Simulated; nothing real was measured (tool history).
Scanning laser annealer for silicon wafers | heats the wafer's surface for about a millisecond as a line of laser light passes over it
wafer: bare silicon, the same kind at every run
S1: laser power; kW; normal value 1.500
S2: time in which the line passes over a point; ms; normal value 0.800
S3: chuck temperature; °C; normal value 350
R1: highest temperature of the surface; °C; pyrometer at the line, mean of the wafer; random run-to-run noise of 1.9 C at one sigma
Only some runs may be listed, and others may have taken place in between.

run 1 hour=0.0 | S1=1.500 S2=0.800 S3=350 | R1=1159
run 2 hour=9.9 | S1=1.500 S2=0.800 S3=350 | R1=1159
run 3 hour=23.4 | S1=1.500 S2=0.800 S3=364 | R1=1170
run 4 hour=38.2 | S1=1.500 S2=0.800 S3=364 | R1=1174
run 5 hour=51.7 | S1=1.500 S2=0.648 S3=350 | R1=1078
run 6 hour=68.1 | S1=1.500 S2=0.648 S3=311 | R1=1037
run 7 hour=82.2 | S1=1.500 S2=0.648 S3=311 | R1=1042
run 8 hour=89.8 | S1=1.500 S2=0.648 S3=311 | R1=1037
run 9 hour=101.0 | S1=1.500 S2=0.648 S3=311 | R1=1041
run 10 hour=108.3 | S1=1.500 S2=0.648 S3=311 | R1=1038
-- hour=120.3 optics aligned, line set to its width
run 11 hour=125.5 | S1=1.500 S2=0.800 S3=358 | R1=1180
run 12 hour=139.7 | S1=1.500 S2=0.800 S3=358 | R1=1180
run 13 hour=150.9 | S1=1.500 S2=0.871 S3=350 | R1=1205
run 14 hour=166.5 | S1=1.448 S2=0.800 S3=350 | R1=1138
run 15 hour=178.1 | S1=1.448 S2=0.800 S3=350 | R1=1141
run 16 hour=192.9 | S1=1.448 S2=0.800 S3=350 | R1=1139
run 17 hour=209.0 | S1=1.448 S2=0.956 S3=350 | R1=1217
run 18 hour=219.8 | S1=1.448 S2=0.575 S3=388 | R1=1056
run 19 hour=226.8 | S1=1.448 S2=0.575 S3=388 | R1=1059
run 20 hour=239.6 | S1=1.563 S2=0.604 S3=388 | R1=1131
run 21 hour=255.7 | S1=1.525 S2=0.751 S3=390 | R1=1196
-- hour=261.1 window over the wafer cleaned
run 22 hour=273.1 | S1=1.500 S2=0.972 S3=353 | R1=1272
run 23 hour=287.7 | S1=1.500 S2=0.972 S3=353 | R1=1274
run 24 hour=300.5 | S1=1.392 S2=0.722 S3=333 | R1=1068
run 25 hour=313.7 | S1=1.392 S2=0.843 S3=333 | R1=1124
run 26 hour=322.1 | S1=1.574 S2=0.728 S3=353 | R1=1191
run 27 hour=337.5 | S1=1.542 S2=0.800 S3=362 | R1=1221
run 28 hour=349.7 | S1=1.391 S2=0.637 S3=343 | R1=1033

A few steps of R1 between consecutive runs. Split each: what settings, incoming material and random variation would produce without the hidden state, and what is left over for the hidden state, along with gauge scatter present in only one of the two compared results (measured, and without hidden state):
Unlogged tool condition in this case: light that passes the window, % of a clean one's; laser's true power over the reading, %; width of the line over the set one, %; drift of the gauge itself on peak_c, C.
Run 10 -> 11: S2 0.648 -> 0.800, S3 311 -> 358, optics aligned, line set to its width. R1 +142 °C: hidden state +11, all else +131.
Run 21 -> 22: S1 1.525 -> 1.500, S2 0.751 -> 0.972, S3 390 -> 353, window over the wafer cleaned. R1 +76 °C: hidden state +17, all else +59.
Run 23 -> 24: S1 1.500 -> 1.392, S2 0.972 -> 0.722, S3 353 -> 333. R1 -206 °C: hidden state +1, all else -207.
Run 27 -> 28: S1 1.542 -> 1.391, S2 0.800 -> 0.637, S3 362 -> 343. R1 -188 °C: hidden state +1, all else -189.

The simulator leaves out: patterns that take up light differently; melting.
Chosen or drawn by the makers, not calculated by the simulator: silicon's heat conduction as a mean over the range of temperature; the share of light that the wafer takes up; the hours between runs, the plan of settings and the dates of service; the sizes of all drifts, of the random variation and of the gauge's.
